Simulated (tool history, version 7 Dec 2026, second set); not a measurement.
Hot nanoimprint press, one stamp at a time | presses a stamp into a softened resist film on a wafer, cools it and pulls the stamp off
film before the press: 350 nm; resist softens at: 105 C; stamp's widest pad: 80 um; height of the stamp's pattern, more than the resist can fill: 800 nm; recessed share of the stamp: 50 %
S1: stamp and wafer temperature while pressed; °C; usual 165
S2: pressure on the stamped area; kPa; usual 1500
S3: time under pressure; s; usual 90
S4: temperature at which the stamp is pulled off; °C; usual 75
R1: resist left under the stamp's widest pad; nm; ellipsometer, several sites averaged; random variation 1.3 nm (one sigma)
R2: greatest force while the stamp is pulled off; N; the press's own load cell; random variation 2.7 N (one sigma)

run,hour,S1,S2,S3,S4,R1,R2
1,0,165,1500,90,75,197.2,130
2,6.7,154,1500,90,75,266,124
3,20.2,165,1500,90,75,195.6,122
4,33.5,165,1500,90,75,197.4,127
5,42.3,165,1500,90,75,195.7,129
6,56.2,166,1500,90,75,190.8,123
# hour 60.4: plate thermocouple calibrated
7,68.2,166,1500,90,75,190.6,125
8,80,166,940,90,75,224.2,126
# hour 89.5: plate thermocouple calibrated, once more
9,91.4,160,1270,55,80,271.3,121
10,103,160,1270,55,80,270.1,128
11,110.2,165,1240,90,75,214.7,131
12,120.8,165,1240,54,69,246.5,139

Run 13 comes next. What will it give?
13,130.4,165,1240,54,69,?,?

{"run 13": {"R1": 243.8, "R2": 135}}
Without the tool's hidden state the same run would have given R1 244.1 nm, R2 126 N.
